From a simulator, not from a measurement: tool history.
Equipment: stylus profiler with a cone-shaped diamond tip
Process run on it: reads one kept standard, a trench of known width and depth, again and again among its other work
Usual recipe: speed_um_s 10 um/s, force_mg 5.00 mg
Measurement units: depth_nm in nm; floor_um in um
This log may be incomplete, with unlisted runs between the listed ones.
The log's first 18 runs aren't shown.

Run 19, hour 721.2: usual settings but speed_um_s 3 um/s. Result: depth_nm 1025.62 nm, floor_um 26.55 um.
Run 20, hour 755.3: usual settings but speed_um_s 7 um/s, force_mg 7.89 mg. Result: depth_nm 1034.82 nm, floor_um 26.51 um.
Run 21, hour 799.5: usual settings but speed_um_s 7 um/s, force_mg 7.89 mg. Result: depth_nm 1034.68 nm, floor_um 26.51 um.
Run 22, hour 830.6: usual settings but speed_um_s 7 um/s, force_mg 7.89 mg. Result: depth_nm 1035.01 nm, floor_um 26.54 um.
Run 23, hour 886.8: usual settings but speed_um_s 23 um/s, force_mg 5.41 mg. Result: depth_nm 1027.58 nm, floor_um 26.50 um.
Run 24, hour 942.8: usual settings but speed_um_s 21 um/s, force_mg 2.73 mg. Result: depth_nm 1016.89 nm, floor_um 26.47 um.
Run 25, hour 988.4: usual settings but speed_um_s 19 um/s, force_mg 14.07 mg. Result: depth_nm 1051.65 nm, floor_um 26.49 um.
Run 26, hour 1018.8: usual settings but speed_um_s 8 um/s, force_mg 6.22 mg. Result: depth_nm 1029.94 nm, floor_um 26.51 um.
Run 27, hour 1069.9: usual settings but speed_um_s 8 um/s, force_mg 6.22 mg. Result: depth_nm 1030.00 nm, floor_um 26.46 um.
Run 28, hour 1111.6: usual settings but speed_um_s 8 um/s, force_mg 6.22 mg. Result: depth_nm 1030.07 nm, floor_um 26.57 um.
Run 29, hour 1163.5: usual settings but speed_um_s 13 um/s, force_mg 13.03 mg. Result: depth_nm 1049.15 nm, floor_um 26.55 um.
Run 30, hour 1189.3: usual settings but speed_um_s 4 um/s, force_mg 2.73 mg. Result: depth_nm 1017.19 nm, floor_um 26.51 um.
Run 31, hour 1224.4: usual settings but force_mg 10.00 mg. Result: depth_nm 1040.70 nm, floor_um 26.54 um.
Run 32, hour 1255.0: usual settings but speed_um_s 3 um/s, force_mg 13.44 mg. Result: depth_nm 1049.57 nm, floor_um 26.54 um.
Run 33, hour 1305.4: usual settings but speed_um_s 5 um/s, force_mg 7.56 mg. Result: depth_nm 1034.12 nm, floor_um 26.54 um.
Run 34, hour 1343.3: usual settings but speed_um_s 2 um/s, force_mg 3.38 mg. Result: depth_nm 1020.30 nm, floor_um 26.48 um.
Run 35, hour 1398.4: usual settings but speed_um_s 2 um/s, force_mg 3.38 mg. Result: depth_nm 1020.05 nm, floor_um 26.55 um.
Run 36, hour 1444.2: usual settings but speed_um_s 39 um/s, force_mg 14.04 mg. Result: depth_nm 1051.18 nm, floor_um 26.52 um.
Run 37, hour 1498.4: usual settings but speed_um_s 39 um/s, force_mg 14.04 mg. Result: depth_nm 1051.02 nm, floor_um 26.46 um.

4 options for the next run, each taken on its own from the tool as it stands now. Forecast them:
Run A, hour 1523.6: usual settings but speed_um_s 2 um/s, force_mg 5.29 mg. Result: depth_nm ?, floor_um ?.
Run B, hour 1523.6: usual settings but speed_um_s 12 um/s, force_mg 2.39 mg. Result: depth_nm ?, floor_um ?.
Run C, hour 1523.6: usual settings but speed_um_s 23 um/s, force_mg 3.76 mg. Result: depth_nm ?, floor_um ?.
Run D, hour 1523.6: usual settings but speed_um_s 13 um/s, force_mg 5.86 mg. Result: depth_nm ?, floor_um ?.

run  depth_nm  floor_um
  A   1026.41     26.52
  B   1015.08     26.52
  C   1021.37     26.50
  D   1028.53     26.57
Had the tool no hidden state, the same runs would have come out as:
run  depth_nm  floor_um
  A   1026.43     26.52
  B   1015.09     26.53
  C   1021.38     26.50
  D   1028.54     26.57

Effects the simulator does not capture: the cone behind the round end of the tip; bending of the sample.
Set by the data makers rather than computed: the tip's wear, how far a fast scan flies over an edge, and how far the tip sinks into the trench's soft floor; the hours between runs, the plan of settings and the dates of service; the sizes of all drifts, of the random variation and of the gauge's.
